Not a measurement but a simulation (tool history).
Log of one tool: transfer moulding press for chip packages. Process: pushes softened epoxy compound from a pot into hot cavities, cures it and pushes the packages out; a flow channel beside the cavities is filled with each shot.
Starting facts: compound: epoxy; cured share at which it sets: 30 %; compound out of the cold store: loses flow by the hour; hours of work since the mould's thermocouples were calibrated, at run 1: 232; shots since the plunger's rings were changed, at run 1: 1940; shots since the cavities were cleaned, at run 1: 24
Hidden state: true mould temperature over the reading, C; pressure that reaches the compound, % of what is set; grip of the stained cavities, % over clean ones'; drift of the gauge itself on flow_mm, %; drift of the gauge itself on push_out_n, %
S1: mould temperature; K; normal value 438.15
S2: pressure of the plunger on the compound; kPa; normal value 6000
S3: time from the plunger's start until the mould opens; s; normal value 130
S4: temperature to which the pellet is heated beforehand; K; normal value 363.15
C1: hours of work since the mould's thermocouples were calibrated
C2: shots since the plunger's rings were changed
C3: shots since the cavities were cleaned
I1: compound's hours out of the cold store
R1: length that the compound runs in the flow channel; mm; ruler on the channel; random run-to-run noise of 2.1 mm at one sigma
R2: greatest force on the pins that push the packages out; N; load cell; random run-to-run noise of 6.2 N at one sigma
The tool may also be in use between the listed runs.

| run | hour | S1 | S2 | S3 | S4 | C1 | C2 | C3 | I1 | R1 | R2 |
|---|---|---|---|---|---|---|---|---|---|---|---|
| 1 | 0 | 438.15 | 6000 | 130 | 363.15 | 232 | 1940 | 24 | 18.9 | 555 | 273 |
| 2 | 36.3 | 438.15 | 6000 | 144 | 363.15 | 255 | 2269 | 353 | 26.5 | 528 | 397 |
| 3 | 70.7 | 438.15 | 6000 | 144 | 363.15 | 277 | 2580 | 664 | 12.3 | 572 | 468 |
| 4 | 92.8 | 438.15 | 6000 | 144 | 363.15 | 291 | 2780 | 864 | 20.4 | 541 | 481 |
| 5 | 115.7 | 438.15 | 6000 | 144 | 363.15 | 306 | 2987 | 1071 | 23 | 533 | 520 |
|  | 121.7 | cavities cleaned with cleaning compound and waxed |
| 6 | 138.1 | 438.15 | 6000 | 130 | 363.15 | 319 | 3175 | 148 | 38.4 | 480 | 331 |
| 7 | 170.8 | 438.15 | 6000 | 130 | 363.15 | 339 | 3471 | 444 | 20.8 | 529 | 447 |
| 8 | 209 | 438.15 | 6000 | 130 | 363.15 | 364 | 3817 | 790 | 16.2 | 541 | 520 |
|  | 246.9 | cavities cleaned with cleaning compound and waxed |
| 9 | 259.8 | 438.15 | 6000 | 130 | 363.15 | 395 | 4262 | 117 | 9.3 | 564 | 338 |
|  | 275.3 | plunger's sealing rings changed |
|  | 290.3 | mould's thermocouples calibrated |
| 10 | 311.8 | 438.15 | 6000 | 130 | 363.15 | 14 | 312 | 547 | 29.1 | 538 | 496 |
| 11 | 361.2 | 438.15 | 6000 | 130 | 363.15 | 45 | 758 | 993 | 11.5 | 590 | 575 |
|  | 376.7 | cavities cleaned with cleaning compound and waxed |
| 12 | 404.2 | 438.15 | 6000 | 130 | 363.15 | 71 | 1134 | 250 | 16.4 | 575 | 388 |
|  | 409.9 | mould's thermocouples calibrated, once more |
| 13 | 454.9 | 438.15 | 6000 | 130 | 363.15 | 29 | 1574 | 690 | 15.3 | 563 | 500 |
|  | 502.8 | cavities cleaned with cleaning compound and waxed |
| 14 | 504.8 | 438.15 | 6000 | 130 | 363.15 | 59 | 2011 | 18 | 21.9 | 541 | 258 |
| 15 | 549.4 | 440.15 | 6900 | 112 | 357.15 | 87 | 2415 | 422 | 21.1 | 574 | 472 |
| 16 | 581.6 | 439.15 | 5550 | 130 | 363.15 | 108 | 2706 | 713 | 15.7 | 532 | 494 |
| 17 | 608.9 | 441.15 | 5540 | 130 | 364.15 | 125 | 2952 | 959 | 21.8 | 507 | 493 |
|  | 628.1 | cavities cleaned with cleaning compound and waxed |
| 18 | 637.5 | 444.15 | 5540 | 130 | 360.15 | 142 | 3197 | 84 | 32.9 | 465 | 278 |
| 19 | 658.6 | 444.15 | 6870 | 113 | 370.15 | 156 | 3388 | 275 | 21 | 554 | 379 |
| 20 | 706.1 | 444.15 | 6870 | 113 | 370.15 | 186 | 3818 | 705 | 32.6 | 512 | 466 |
|  | 752.9 | cavities cleaned with cleaning compound and waxed |
| 21 | 757.1 | 444.15 | 6870 | 113 | 370.15 | 217 | 4265 | 38 | 20.9 | 545 | 252 |
|  | 773.4 | plunger's sealing rings changed |
| 22 | 782.1 | 442.15 | 5760 | 114 | 366.15 | 232 | 79 | 242 | 12.4 | 566 | 378 |
| 23 | 826.1 | 442.15 | 5760 | 114 | 366.15 | 259 | 476 | 639 | 24.9 | 520 | 481 |
| 24 | 872.2 | 445.15 | 5470 | 155 | 364.15 | 289 | 893 | 1056 | 38.1 | 458 | 488 |
|  | 881.1 | cavities cleaned with cleaning compound and waxed |
| 25 | 908.6 | 438.15 | 6270 | 130 | 363.15 | 311 | 1209 | 249 | 30.6 | 535 | 392 |
| 26 | 938.5 | 438.15 | 6270 | 130 | 363.15 | 330 | 1479 | 519 | 10.8 | 600 | 453 |
| 27 | 980.8 | 438.15 | 6000 | 168 | 357.15 | 357 | 1861 | 901 | 34.5 | 500 | 470 |

Each row is a separate what-if for the run after 27, all from the same tool condition, not one after another. Results?
|  | 1007.5 | cavities cleaned with cleaning compound and waxed |
| A | 1014.4 | 443.15 | 4510 | 168 | 357.15 | 377 | 2151 | 62 | 31.3 | ? | ? |
|  | 1007.5 | cavities cleaned with cleaning compound and waxed |
| B | 1014.4 | 438.15 | 4930 | 168 | 357.15 | 377 | 2151 | 62 | 43.3 | ? | ? |
|  | 1007.5 | cavities cleaned with cleaning compound and waxed |
| C | 1014.4 | 442.15 | 7170 | 168 | 360.15 | 377 | 2151 | 62 | 41.6 | ? | ? |
|  | 1007.5 | cavities cleaned with cleaning compound and waxed |
| D | 1014.4 | 436.15 | 5050 | 113 | 363.15 | 377 | 2151 | 62 | 41.7 | ? | ? |
|  | 1007.5 | cavities cleaned with cleaning compound and waxed |
| E | 1014.4 | 445.15 | 6000 | 168 | 357.15 | 377 | 2151 | 62 | 12.4 | ? | ? |

| run | R1 | R2 |
|---|---|---|
| A | 432 | 251 |
| B | 429 | 265 |
| C | 515 | 266 |
| D | 443 | 360 |
| E | 559 | 262 |
Had the tool no hidden state, the same runs would have come out as:
| run | R1 | R2 |
|---|---|---|
| A | 445 | 213 |
| B | 443 | 226 |
| C | 532 | 226 |
| D | 456 | 292 |
| E | 577 | 222 |
